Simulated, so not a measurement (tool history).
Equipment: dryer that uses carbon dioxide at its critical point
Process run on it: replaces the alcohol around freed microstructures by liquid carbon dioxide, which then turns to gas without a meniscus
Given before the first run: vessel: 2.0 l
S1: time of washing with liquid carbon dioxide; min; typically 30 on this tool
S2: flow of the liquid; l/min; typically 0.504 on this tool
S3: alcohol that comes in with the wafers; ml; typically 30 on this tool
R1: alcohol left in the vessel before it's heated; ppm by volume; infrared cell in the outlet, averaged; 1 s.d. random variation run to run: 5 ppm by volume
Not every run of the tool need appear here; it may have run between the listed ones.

| run | day | S1 | S2 | S3 | R1 |
|---|---|---|---|---|---|
| 1 | 0 | 30 | 0.504 | 30 | 206 |
| 2 | 1.442 | 30 | 0.504 | 30 | 215 |
|  | 2.483 | purifier's bed changed |
| 3 | 4.162 | 30 | 0.504 | 30 | 48 |
| 4 | 6.021 | 30 | 0.504 | 30 | 56 |
| 5 | 8.883 | 30 | 0.504 | 30 | 72 |
|  | 10.508 | inlet filter changed |
| 6 | 11.812 | 30 | 0.504 | 30 | 62 |
| 7 | 13.467 | 30 | 0.504 | 30 | 59 |
| 8 | 15.938 | 38 | 0.504 | 30 | 66 |
| 9 | 18.346 | 30 | 0.504 | 30 | 87 |
| 10 | 19.908 | 30 | 0.504 | 30 | 92 |
| 11 | 22.783 | 30 | 0.504 | 69 | 146 |
| 12 | 25.379 | 30 | 0.504 | 21 | 114 |
| 13 | 27.946 | 30 | 0.411 | 30 | 234 |
| 14 | 29.238 | 30 | 0.411 | 30 | 229 |
| 15 | 30.442 | 37 | 0.504 | 30 | 126 |
| 16 | 32.208 | 37 | 0.504 | 30 | 127 |
|  | 32.592 | inlet filter changed |
| 17 | 35.042 | 30 | 0.504 | 30 | 136 |
| 18 | 37.258 | 30 | 0.504 | 30 | 156 |
| 19 | 39.983 | 30 | 0.504 | 30 | 171 |
| 20 | 41.454 | 30 | 0.504 | 30 | 183 |
| 21 | 42.85 | 30 | 0.504 | 30 | 191 |
| 22 | 44.15 | 25 | 0.504 | 30 | 240 |
| 23 | 45.992 | 25 | 0.504 | 30 | 240 |
| 24 | 48.242 | 24 | 0.504 | 30 | 307 |
| 25 | 49.496 | 27 | 0.316 | 85 | 1869 |
| 26 | 51.958 | 31 | 0.816 | 107 | 183 |
| 27 | 53.75 | 19 | 0.434 | 21 | 646 |
|  | 54.667 | inlet filter changed |
|  | 55.479 | purifier's bed changed |
| 28 | 55.479 | 30 | 0.488 | 30 | 38 |
| 29 | 57.379 | 30 | 0.488 | 30 | 33 |
| 30 | 60.004 | 18 | 0.327 | 30 | 1380 |
| 31 | 62.654 | 30 | 0.449 | 30 | 92 |
| 32 | 65.167 | 30 | 0.449 | 30 | 103 |
| 33 | 66.892 | 30 | 0.386 | 60 | 333 |
| 34 | 69.654 | 19 | 0.504 | 72 | 820 |
| 35 | 70.971 | 40 | 0.604 | 30 | 66 |
| 36 | 73.296 | 30 | 0.609 | 119 | 102 |
| 37 | 76.1 | 18 | 0.385 | 28 | 1104 |
|  | 76.767 | inlet filter changed |
| 38 | 77.958 | 18 | 0.338 | 30 | 1268 |
| 39 | 80.879 | 45 | 0.593 | 30 | 96 |
| 40 | 83.812 | 30 | 0.495 | 30 | 141 |
| 41 | 86.754 | 30 | 0.316 | 60 | 823 |
| 42 | 88.85 | 30 | 0.376 | 25 | 269 |

For some of the steps in R1 from one run to the next: how much would appear even if the tool had no hidden state, given the settings, what came in and random variation, and how much remains for the hidden state plus any gauge scatter that the measured result and the result without hidden state don't share?
The tool's hidden condition here consists of: flow that reaches the vessel past the clogged filter, %; alcohol in the recycled carbon dioxide, ppm; drift of the gauge itself on alcohol_ppm, %.
Run 24 -> 25: S1 24 -> 27, S2 0.504 -> 0.316, S3 30 -> 85. R1 +1562 ppm by volume: hidden state +431, all else +1131.
Run 25 -> 26: S1 27 -> 31, S2 0.316 -> 0.816, S3 85 -> 107. R1 -1686 ppm by volume: hidden state -466, all else -1220.
Run 27 -> 28: S1 19 -> 30, S2 0.434 -> 0.488, S3 21 -> 30, inlet filter changed, purifier's bed changed. R1 -608 ppm by volume: hidden state -331, all else -277.
Run 29 -> 30: S1 30 -> 18, S2 0.488 -> 0.327. R1 +1347 ppm by volume: hidden state +100, all else +1247.

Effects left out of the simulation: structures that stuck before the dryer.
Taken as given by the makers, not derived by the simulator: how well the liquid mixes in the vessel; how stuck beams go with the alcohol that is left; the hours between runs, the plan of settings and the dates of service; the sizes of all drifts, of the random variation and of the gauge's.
